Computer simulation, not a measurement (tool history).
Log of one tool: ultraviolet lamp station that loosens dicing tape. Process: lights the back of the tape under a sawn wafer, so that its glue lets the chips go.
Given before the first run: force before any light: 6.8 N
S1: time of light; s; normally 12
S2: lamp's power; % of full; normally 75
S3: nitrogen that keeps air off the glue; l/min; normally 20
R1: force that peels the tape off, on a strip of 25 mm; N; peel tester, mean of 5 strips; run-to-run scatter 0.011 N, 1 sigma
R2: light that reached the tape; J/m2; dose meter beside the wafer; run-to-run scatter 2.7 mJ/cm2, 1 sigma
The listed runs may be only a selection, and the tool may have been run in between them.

run 1 hour=0.0 | S1=12 S2=75 S3=20 | R1=0.479 R2=3620
run 2 hour=56.9 | S1=12 S2=75 S3=20 | R1=0.484 R2=3630
run 3 hour=117.5 | S1=12 S2=75 S3=20 | R1=0.468 R2=3580
run 4 hour=206.1 | S1=12 S2=75 S3=20 | R1=0.464 R2=3570
run 5 hour=279.8 | S1=12 S2=75 S3=20 | R1=0.459 R2=3570
run 6 hour=358.5 | S1=12 S2=75 S3=15 | R1=0.595 R2=3610
run 7 hour=435.1 | S1=12 S2=75 S3=15 | R1=0.603 R2=3530
run 8 hour=510.7 | S1=12 S2=75 S3=15 | R1=0.603 R2=3610
run 9 hour=576.8 | S1=12 S2=75 S3=15 | R1=0.609 R2=3530
run 10 hour=651.8 | S1=12 S2=75 S3=15 | R1=0.615 R2=3540
run 11 hour=701.7 | S1=12 S2=75 S3=9 | R1=0.906 R2=3550
run 12 hour=757.6 | S1=12 S2=61 S3=20 | R1=0.711 R2=2910
run 13 hour=822.2 | S1=12 S2=75 S3=20 | R1=0.480 R2=3570
run 14 hour=866.5 | S1=12 S2=75 S3=20 | R1=0.469 R2=3600
run 15 hour=906.4 | S1=12 S2=75 S3=8 | R1=0.970 R2=3620
run 16 hour=976.7 | S1=12 S2=75 S3=8 | R1=0.976 R2=3500
run 17 hour=1043.6 | S1=12 S2=75 S3=20 | R1=0.467 R2=3570
run 18 hour=1131.5 | S1=12 S2=75 S3=20 | R1=0.474 R2=3550
run 19 hour=1204.5 | S1=12 S2=75 S3=20 | R1=0.473 R2=3570
run 20 hour=1259.5 | S1=12 S2=75 S3=20 | R1=0.458 R2=3550
run 21 hour=1319.9 | S1=13 S2=75 S3=20 | R1=0.406 R2=3950
run 22 hour=1378.4 | S1=12 S2=75 S3=19 | R1=0.462 R2=3580
run 23 hour=1458.0 | S1=12 S2=75 S3=12 | R1=0.721 R2=3590
run 24 hour=1545.8 | S1=12 S2=75 S3=12 | R1=0.697 R2=3640
run 25 hour=1582.9 | S1=12 S2=75 S3=12 | R1=0.695 R2=3550
run 26 hour=1631.6 | S1=11 S2=72 S3=20 | R1=0.602 R2=3190
run 27 hour=1685.2 | S1=11 S2=74 S3=20 | R1=0.586 R2=3230
run 28 hour=1772.4 | S1=12 S2=86 S3=20 | R1=0.361 R2=4060
run 29 hour=1852.5 | S1=12 S2=91 S3=20 | R1=0.332 R2=4340
run 30 hour=1894.9 | S1=12 S2=91 S3=20 | R1=0.327 R2=4320
run 31 hour=1937.0 | S1=12 S2=71 S3=17 | R1=0.590 R2=3370
run 32 hour=1984.4 | S1=8 S2=71 S3=17 | R1=1.212 R2=2260
run 33 hour=2033.6 | S1=8 S2=71 S3=17 | R1=1.224 R2=2240
run 34 hour=2094.7 | S1=8 S2=72 S3=17 | R1=1.223 R2=2320
run 35 hour=2171.1 | S1=8 S2=72 S3=17 | R1=1.233 R2=2270
run 36 hour=2225.1 | S1=7 S2=63 S3=17 | R1=1.742 R2=1710
run 37 hour=2292.9 | S1=7 S2=89 S3=8 | R1=1.682 R2=2470
run 38 hour=2360.1 | S1=16 S2=75 S3=20 | R1=0.286 R2=4740
run 39 hour=2404.4 | S1=16 S2=75 S3=20 | R1=0.287 R2=4780
run 40 hour=2475.0 | S1=20 S2=80 S3=8 | R1=0.334 R2=6410
run 41 hour=2537.2 | S1=20 S2=80 S3=8 | R1=0.338 R2=6440
run 42 hour=2585.4 | S1=17 S2=91 S3=13 | R1=0.252 R2=6140
run 43 hour=2667.9 | S1=11 S2=75 S3=9 | R1=1.046 R2=3260

Between the runs listed above, the log contained 8 entries, not reproduced here. Where in the sequence does each belong, and how does what the log doesn't record of the tool's condition differ from the listed run before to the listed run after?
Logged between run 3 and run 4: window cleaned of glue's vapour (hour 183.4)
  light that the window lets through, % of a clean one's: 99.9 -> 100
  measured less the result without the state, R1: +0.002 -> +0.001 N; R2: -10 -> +0 J/m2
Logged between run 9 and run 10: window cleaned of glue's vapour (hour 614.8)
  light that the window lets through, % of a clean one's: 99.9 -> 100
  measured less the result without the state, R1: +0.005 -> +0.004 N; R2: -20 -> -10 J/m2
Logged between run 16 and run 17: window cleaned of glue's vapour (hour 1043.6)
  light that the window lets through, % of a clean one's: 99.9 -> 100
  measured less the result without the state, R1: +0.009 -> +0.004 N; R2: -20 -> -20 J/m2
Logged between run 17 and run 18: lamp changed (hour 1116.1)
  lamp's light, % of a new lamp's: 99.6 -> 100
  measured less the result without the state, R1: +0.004 -> +0.001 N; R2: -20 -> +0 J/m2
Logged between run 23 and run 24: window cleaned of glue's vapour (hour 1474.2)
  light that the window lets through, % of a clean one's: 99.9 -> 100
  measured less the result without the state, R1: +0.004 -> +0.003 N; R2: -10 -> -10 J/m2
Logged between run 30 and run 31: window cleaned of glue's vapour (hour 1901.5)
  light that the window lets through, % of a clean one's: 99.9 -> 100
  measured less the result without the state, R1: +0.002 -> +0.004 N; R2: -10 -> -20 J/m2
Logged between run 37 and run 38: window cleaned of glue's vapour (hour 2331.9)
  light that the window lets through, % of a clean one's: 99.9 -> 100
  measured less the result without the state, R1: +0.013 -> +0.002 N; R2: -10 -> -30 J/m2
Logged between run 38 and run 39: lamp changed (hour 2370.3)
  lamp's light, % of a new lamp's: 99.5 -> 100
  measured less the result without the state, R1: +0.002 -> +0.000 N; R2: -30 -> +0 J/m2
